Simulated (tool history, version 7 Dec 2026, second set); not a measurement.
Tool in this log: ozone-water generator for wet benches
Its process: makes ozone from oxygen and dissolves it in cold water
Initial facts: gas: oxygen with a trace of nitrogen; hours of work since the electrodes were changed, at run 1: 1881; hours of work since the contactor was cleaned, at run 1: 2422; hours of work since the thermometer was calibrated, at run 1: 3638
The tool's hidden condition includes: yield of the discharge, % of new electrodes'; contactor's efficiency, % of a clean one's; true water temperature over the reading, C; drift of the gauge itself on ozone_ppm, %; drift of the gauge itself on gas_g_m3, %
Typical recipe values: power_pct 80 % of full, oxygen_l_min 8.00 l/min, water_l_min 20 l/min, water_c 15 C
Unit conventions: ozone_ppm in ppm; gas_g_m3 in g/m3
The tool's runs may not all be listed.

run,hour,power_pct,oxygen_l_min,water_l_min,water_c,hours of work since the electrodes were changed,hours of work since the contactor was cleaned,hours of work since the thermometer was calibrated,ozone_ppm,gas_g_m3
1,0.0,80,8.00,20,15,1881,2422,3638,29.7,254.6
2,115.6,80,8.00,20,11,1961,2502,3719,32.0,256.8
3,175.0,80,8.00,20,11,2002,2543,3760,31.8,254.3
4,300.0,80,8.00,20,21,2089,2629,3846,26.6,256.1
5,437.6,80,8.00,20,15,2184,2725,3942,29.5,257.0
6,543.7,80,8.00,20,10,2257,2798,4015,32.2,256.5
7,659.6,80,8.00,20,15,2338,2879,4095,29.6,259.1
8,796.8,80,8.00,13,15,2433,2974,4191,41.3,258.5
# hour 827.0: contactor cleaned
9,874.6,80,8.00,13,15,2484,33,4242,41.9,259.1
10,995.5,80,8.00,13,15,2568,117,4325,41.9,259.9
11,1130.3,80,8.00,13,15,2661,210,4419,41.8,259.7
# hour 1207.7: gauge calibrated
12,1263.9,80,8.00,13,15,2754,303,4511,41.6,252.8
13,1385.0,80,8.00,21,15,2838,387,4595,28.5,254.1
14,1476.5,80,8.00,20,15,2901,450,4659,29.8,258.3
15,1563.4,80,8.00,20,15,2961,510,4719,29.9,256.1
16,1696.8,80,8.00,20,15,3054,603,4811,30.0,257.2
17,1816.5,80,8.00,20,15,3137,686,4894,29.3,258.0
# hour 1846.5: water thermometer calibrated
18,1879.3,58,5.75,20,15,3180,729,23,22.8,231.6
19,2017.7,41,5.75,29,15,3276,825,119,11.7,176.2
20,2134.9,41,12.04,20,15,3357,906,200,16.8,123.6
21,2236.0,80,13.19,20,15,3427,976,270,28.3,207.1
22,2316.1,80,13.19,20,15,3482,1031,325,28.5,206.5
23,2408.8,46,13.19,14,12,3547,1096,390,25.2,131.6
24,2469.9,77,5.01,14,12,3589,1138,432,40.7,315.3
25,2592.4,77,5.01,14,12,3674,1223,517,40.8,318.9
26,2671.0,80,4.12,20,15,3728,1277,571,28.2,359.8
27,2742.2,68,11.33,29,14,3778,1327,621,18.9,197.0
28,2832.7,68,11.33,29,14,3840,1389,683,18.8,196.6
29,2901.8,80,8.00,18,21,3888,1437,731,29.3,264.8
30,2962.9,80,8.00,13,21,3931,1480,774,36.8,265.6
31,3087.8,62,8.00,13,22,4017,1566,860,29.2,216.2
32,3233.0,80,8.00,20,9,4118,1667,961,32.3,264.3
33,3294.9,80,8.00,20,9,4161,1710,1004,32.8,265.6

What would each run have given without the hidden state, its run-to-run variation left as it was?
run,gas_g_m3
1,254.8
2,256.3
3,253.5
4,254.4
5,254.6
6,253.4
7,255.3
8,253.9
9,254.0
10,254.1
11,253.2
12,252.7
13,253.3
14,257.0
15,254.3
16,254.6
17,254.6
18,228.2
19,172.9
20,121.0
21,202.4
22,201.4
23,128.1
24,306.5
25,309.1
26,348.1
27,190.3
28,189.5
29,254.8
30,255.4
31,207.2
32,252.4
33,253.4
ozone_ppm: differs from the measured result by no more than 0.1 ppm in any run.

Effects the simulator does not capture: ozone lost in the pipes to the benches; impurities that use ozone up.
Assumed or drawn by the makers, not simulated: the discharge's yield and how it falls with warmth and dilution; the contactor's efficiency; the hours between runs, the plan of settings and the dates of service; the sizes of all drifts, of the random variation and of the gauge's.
